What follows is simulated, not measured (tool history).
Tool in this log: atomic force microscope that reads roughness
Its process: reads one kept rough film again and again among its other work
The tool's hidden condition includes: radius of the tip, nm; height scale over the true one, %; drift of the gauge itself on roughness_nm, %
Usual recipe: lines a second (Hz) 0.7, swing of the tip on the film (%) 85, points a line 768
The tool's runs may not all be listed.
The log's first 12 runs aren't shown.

run	hour	lines a second (Hz)	swing of the tip on the film (%)	points a line	pictures with this tip	hours of work since the height scale was calibrated	roughness of the kept film (nm (root mean square))
13	394.2	0.946	85	768	339	1117	1.511
14	429	0.7	85	768	377	1138	1.53
# hour 448.3: new tip fitted
15	474	0.7	85	768	27	1164	1.75
16	503.2	0.7	85	768	58	1182	1.727
17	522.6	0.7	85	768	79	1193	1.72
18	569.1	1.109	85	768	129	1221	1.598
19	612.1	3.734	79	581	175	1247	1.325
20	654.1	1.186	81	344	220	1272	1.551
21	686	0.775	81	333	254	1291	1.608
22	721.3	0.775	81	333	292	1312	1.576

Forecast run 23:
23	743.9	0.775	81	333	316	1326	?

{"run 23": {"roughness of the kept film (nm (root mean square))": 1.557}}
Take away the tool's hidden state, keep the run-to-run variation as it was, and the same run would have given roughness of the kept film (nm (root mean square)) 1.788.
